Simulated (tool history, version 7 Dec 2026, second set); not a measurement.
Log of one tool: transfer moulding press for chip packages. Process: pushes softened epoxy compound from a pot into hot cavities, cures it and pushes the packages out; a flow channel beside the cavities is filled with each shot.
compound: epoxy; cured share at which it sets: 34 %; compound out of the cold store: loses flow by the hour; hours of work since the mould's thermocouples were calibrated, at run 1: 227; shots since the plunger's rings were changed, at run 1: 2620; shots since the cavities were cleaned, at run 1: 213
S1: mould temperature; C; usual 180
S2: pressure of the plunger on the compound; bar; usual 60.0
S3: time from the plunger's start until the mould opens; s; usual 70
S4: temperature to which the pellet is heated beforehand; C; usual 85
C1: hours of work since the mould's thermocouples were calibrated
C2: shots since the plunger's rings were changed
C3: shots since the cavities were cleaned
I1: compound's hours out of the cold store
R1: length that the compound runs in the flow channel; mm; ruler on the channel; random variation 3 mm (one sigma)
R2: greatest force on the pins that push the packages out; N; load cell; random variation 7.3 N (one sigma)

run,hour,S1,S2,S3,S4,C1,C2,C3,I1,R1,R2
1,0.0,180,60.0,70,85,227,2620,213,22.5,732,424
2,4.7,179,60.0,70,85,230,2701,294,45.2,656,459
3,12.3,179,60.0,70,85,235,2831,424,28.4,717,512
4,20.6,179,60.0,70,94,241,2973,566,12.2,767,563
# hour 27.3: cavities cleaned with cleaning compound and waxed
5,29.9,179,60.0,70,94,246,3106,44,30.2,701,358
6,38.6,180,60.0,70,85,252,3256,194,27.3,710,410
7,45.8,180,60.0,70,85,256,3379,317,11.5,766,493
8,50.5,180,60.0,70,85,260,3460,398,18.6,739,486
9,55.2,180,60.0,70,85,263,3540,478,15.2,746,510
10,63.2,180,60.0,70,85,268,3677,615,23.5,720,508
# hour 67.0: cavities cleaned with cleaning compound and waxed
11,75.4,180,60.0,70,85,275,3861,144,8.1,773,438
12,86.2,180,60.9,70,85,282,4046,329,33.2,685,448
13,91.8,180,60.9,70,85,286,4141,424,13.3,755,517
14,102.8,180,74.1,70,85,293,4330,613,18.9,803,552
# hour 106.3: cavities cleaned with cleaning compound and waxed
15,111.6,180,74.1,70,85,298,4455,91,29.4,768,373
16,120.4,180,74.1,70,85,304,4605,241,22.9,785,452
17,128.9,180,74.1,70,85,310,4751,387,45.0,708,449
18,136.0,176,61.2,70,83,315,4873,509,25.4,712,696
# hour 146.0: cavities cleaned with cleaning compound and waxed
19,147.9,180,59.2,70,90,322,5051,32,14.4,728,355
20,158.8,180,51.6,70,80,329,5238,219,9.7,695,463
21,168.4,186,60.0,70,85,335,5403,384,39.1,628,327
# hour 174.3: plunger's sealing rings changed
22,179.1,185,60.0,70,77,341,81,524,14.5,775,384
# hour 187.8: cavities cleaned with cleaning compound and waxed
23,189.4,187,60.0,98,83,347,232,28,45.9,656,179
24,195.0,187,60.0,98,83,350,327,123,32.1,704,204
25,203.3,187,60.0,98,83,356,470,266,8.1,792,233
26,209.5,187,60.0,98,83,360,576,372,23.1,730,248
27,214.4,187,60.0,98,83,363,660,456,20.3,738,268
28,220.9,187,60.0,56,76,368,772,568,9.0,779,738

Forecast each of these 3 alternatives for the next run:
# hour 226.8: cavities cleaned with cleaning compound and waxed
A,227.2,185,55.3,70,85,371,855,8,34.0,?,?
# hour 226.8: cavities cleaned with cleaning compound and waxed
B,227.2,174,60.0,82,90,371,855,8,36.0,?,?
# hour 226.8: cavities cleaned with cleaning compound and waxed
C,227.2,186,49.1,70,87,371,855,8,15.4,?,?

run,R1,R2
A,670,232
B,717,344
C,688,245
Without the tool's hidden state the same runs would have given:
run,R1,R2
A,678,212
B,725,310
C,696,225

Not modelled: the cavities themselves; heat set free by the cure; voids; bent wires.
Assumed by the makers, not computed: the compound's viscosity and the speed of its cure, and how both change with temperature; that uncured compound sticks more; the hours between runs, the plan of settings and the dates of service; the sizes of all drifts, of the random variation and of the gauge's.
